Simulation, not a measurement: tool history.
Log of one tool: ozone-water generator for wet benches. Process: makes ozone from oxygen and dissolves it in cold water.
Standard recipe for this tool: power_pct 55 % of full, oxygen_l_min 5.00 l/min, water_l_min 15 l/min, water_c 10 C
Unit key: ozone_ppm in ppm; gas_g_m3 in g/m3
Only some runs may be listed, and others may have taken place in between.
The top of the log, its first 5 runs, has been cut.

run	hour	power_pct	oxygen_l_min	water_l_min	water_c	ozone_ppm	gas_g_m3
6	688.1	55	5.00	15	10	29.8	220.6
7	799.9	55	5.00	15	14	27.9	219.8
8	979.3	55	5.00	15	14	27.9	222.0
9	1114.7	55	5.00	15	14	27.7	219.6
10	1283.4	55	5.00	15	14	28.0	221.8
11	1392.9	55	5.00	15	14	27.9	221.2
12	1572.8	55	5.00	15	10	29.6	221.6
13	1660.8	55	5.00	15	10	29.4	223.5
# hour 1827.8: gauge calibrated
14	1854.1	44	5.00	15	10	24.9	184.4
15	1963.1	55	5.07	15	10	29.2	216.3
16	2113.6	55	5.07	15	10	29.8	217.8
17	2306.5	55	5.07	15	10	29.4	219.2
18	2473.5	57	5.00	12	10	36.1	224.9
19	2605.1	55	3.24	15	12	25.3	253.0
20	2770.3	55	5.00	15	11	28.9	220.9
21	2917.2	60	5.00	13	10	35.8	237.4
22	3089.6	55	4.08	15	10	27.9	236.7
23	3295.8	55	4.08	15	10	28.1	237.5
24	3395.1	55	4.08	15	10	27.6	238.4
25	3595.0	72	5.00	15	10	35.9	274.2
26	3727.7	52	5.00	13	11	31.4	213.7
27	3843.5	51	7.86	15	10	30.1	181.9
28	4026.9	51	2.59	20	10	17.0	259.3

What does the tool deliver on the next run?
29	4171.3	45	5.77	20	10	?	?

Run 29 yielded ozone_ppm 20.4 ppm, gas_g_m3 183.8 g/m3.
With no hidden state in the tool, this same run would have given ozone_ppm 20.5 ppm, gas_g_m3 178.5 g/m3.

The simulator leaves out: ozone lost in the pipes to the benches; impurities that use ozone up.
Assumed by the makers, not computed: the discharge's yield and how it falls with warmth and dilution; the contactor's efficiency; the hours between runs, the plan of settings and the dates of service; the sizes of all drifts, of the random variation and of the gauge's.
